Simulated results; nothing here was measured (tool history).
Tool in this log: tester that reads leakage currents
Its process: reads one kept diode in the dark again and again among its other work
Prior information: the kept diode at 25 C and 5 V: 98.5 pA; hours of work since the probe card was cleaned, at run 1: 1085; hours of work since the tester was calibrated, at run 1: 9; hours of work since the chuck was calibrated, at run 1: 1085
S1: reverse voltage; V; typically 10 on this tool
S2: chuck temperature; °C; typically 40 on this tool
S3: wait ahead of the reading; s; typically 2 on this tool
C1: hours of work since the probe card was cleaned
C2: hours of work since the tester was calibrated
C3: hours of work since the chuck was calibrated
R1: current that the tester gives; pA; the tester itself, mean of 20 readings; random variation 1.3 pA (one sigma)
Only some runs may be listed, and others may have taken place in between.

| run | hour | S1 | S2 | S3 | C1 | C2 | C3 | R1 |
|---|---|---|---|---|---|---|---|---|
| 1 | 0 | 10 | 40 | 2 | 1085 | 9 | 1085 | 405.02 |
| 2 | 29.2 | 10 | 40 | 2 | 1105 | 29 | 1105 | 404.26 |
| 3 | 56.3 | 10 | 40 | 2 | 1124 | 48 | 1124 | 405.4 |
| 4 | 91.4 | 10 | 40 | 2 | 1148 | 72 | 1148 | 404.42 |
| 5 | 122.7 | 10 | 40 | 2 | 1170 | 94 | 1170 | 403.44 |
| 6 | 148.8 | 10 | 40 | 2 | 1188 | 112 | 1188 | 403.54 |
| 7 | 167.2 | 10 | 40 | 3.59 | 1200 | 125 | 1200 | 403.97 |
| 8 | 196.9 | 10 | 40 | 3.59 | 1221 | 145 | 1221 | 402.1 |
| 9 | 226.6 | 10 | 40 | 2 | 1241 | 166 | 1241 | 400.87 |
| 10 | 253.2 | 11.6 | 40 | 2 | 1260 | 184 | 1260 | 425.2 |
| 11 | 278.1 | 10 | 40 | 3.77 | 1277 | 201 | 1277 | 401.2 |

The next listed run, before its measurement:
| 12 | 299.9 | 10 | 40 | 3.77 | 1292 | 217 | 1292 | ? |

{"run 12": {"R1": 399.72}}
With no hidden state in the tool, this same run would have given R1 422.81 pA.

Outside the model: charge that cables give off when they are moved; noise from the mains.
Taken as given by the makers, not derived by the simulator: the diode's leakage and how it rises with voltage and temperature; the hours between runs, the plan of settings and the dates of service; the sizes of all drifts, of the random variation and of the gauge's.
